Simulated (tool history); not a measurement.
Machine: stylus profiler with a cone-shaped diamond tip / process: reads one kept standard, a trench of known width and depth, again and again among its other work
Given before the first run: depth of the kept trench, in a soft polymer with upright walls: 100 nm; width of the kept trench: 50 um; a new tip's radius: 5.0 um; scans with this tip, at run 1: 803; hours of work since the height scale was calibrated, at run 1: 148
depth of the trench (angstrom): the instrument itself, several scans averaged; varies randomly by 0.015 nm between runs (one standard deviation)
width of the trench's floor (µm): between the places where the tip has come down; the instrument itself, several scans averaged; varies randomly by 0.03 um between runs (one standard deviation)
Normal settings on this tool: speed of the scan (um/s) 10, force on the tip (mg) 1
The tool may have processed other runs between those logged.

run    hour  speed of the scan (um/s)  force on the tip (mg)  scans with this tip  hours of work since the height scale was calibrated  depth of the trench (angstrom)  width of the trench's floor (µm)
  1       0                        10                      1                  803                                                  148                          1006.4                             47.85
  2    41.2                        10                      1                  966                                                  177                          1006.3                              47.9
  3    74.9                        10                      1                 1099                                                  202                          1006.3                             47.93
  4   117.3                        10                      1                 1266                                                  233                          1006.4                             47.92
  5   165.6                        10                      1                 1457                                                  268                          1006.5                             47.88
  6   202.9                        10                   2.46                 1604                                                  295                          1011.3                             47.93
  7   227.5                        10                   2.23                 1701                                                  313                            1011                             47.95
  8   277.1                        10                      1                 1897                                                  349                          1006.3                             47.87
  9   316.9                        10                      1                 2054                                                  378                          1006.1                             47.94
 10   343.6                        10                   0.34                 2160                                                  397                          1003.2                              47.8
 11   389.4                        10                   0.34                 2340                                                  430                          1003.2                              47.8
 12   427.2                        10                      1                 2490                                                  458                            1006                             47.94
 13   460.1                        20                      1                 2620                                                  481                          1006.5                             47.83
 14   497.5                        20                      1                 2768                                                  509                          1006.2                             47.83
 15   528.5                         3                      1                 2890                                                  531                            1006                             47.99
 16   550.2                         3                   1.33                 2976                                                  547                          1007.8                                48
 17     591                        32                   0.51                 3137                                                  576                            1004                             47.61
 18   630.8                        40                   2.02                 3294                                                  605                          1010.4                             47.75
 19   653.3                        40                      1                 3383                                                  622                          1006.1                             47.63
 20   688.7                        40                   1.29                 3523                                                  647                          1007.4                             47.64
 21   732.9                        40                   0.58                 3697                                                  679                          1004.3                             47.52
 22   757.1                         4                   2.53                 3793                                                  697                          1011.5                             47.95
 23   790.1                         4                   2.53                 3923                                                  721                          1011.8                             48.02
 24   827.2                         3                   2.56                 4070                                                  748                          1011.8                             47.96
 25   859.9                        22                   2.68                 4199                                                  772                          1012.2                             47.88
 26   887.4                         2                   0.41                 4307                                                  792                          1003.5                             47.99
 27   927.3                         2                   0.41                 4465                                                  821                          1003.3                             47.98
 28   978.9                         2                   0.41                 4669                                                  858                          1003.5                             48.01
 29  1002.7                        27                      2                 4763                                                  875                          1010.1                             47.84
 30  1042.4                        23                    0.5                 4920                                                  904                          1003.9                             47.66

Predict each of these 3 candidate next runs independently; none follows another, all start after run 30:
  A  1083.2                         8                   0.82                 5081                                                  934                               ?                                 ?
  B  1083.2                         4                   0.99                 5081                                                  934                               ?                                 ?
  C  1083.2                         2                   1.27                 5081                                                  934                               ?                                 ?

run  depth of the trench (angstrom)  width of the trench's floor (µm)
  A                          1005.5                             47.92
  B                          1006.1                             47.95
  C                          1007.5                             47.93
With no hidden state in the tool, these same runs would have given:
run  depth of the trench (angstrom)  width of the trench's floor (µm)
  A                          1005.5                             47.93
  B                          1006.1                             47.96
  C                          1007.6                             47.94
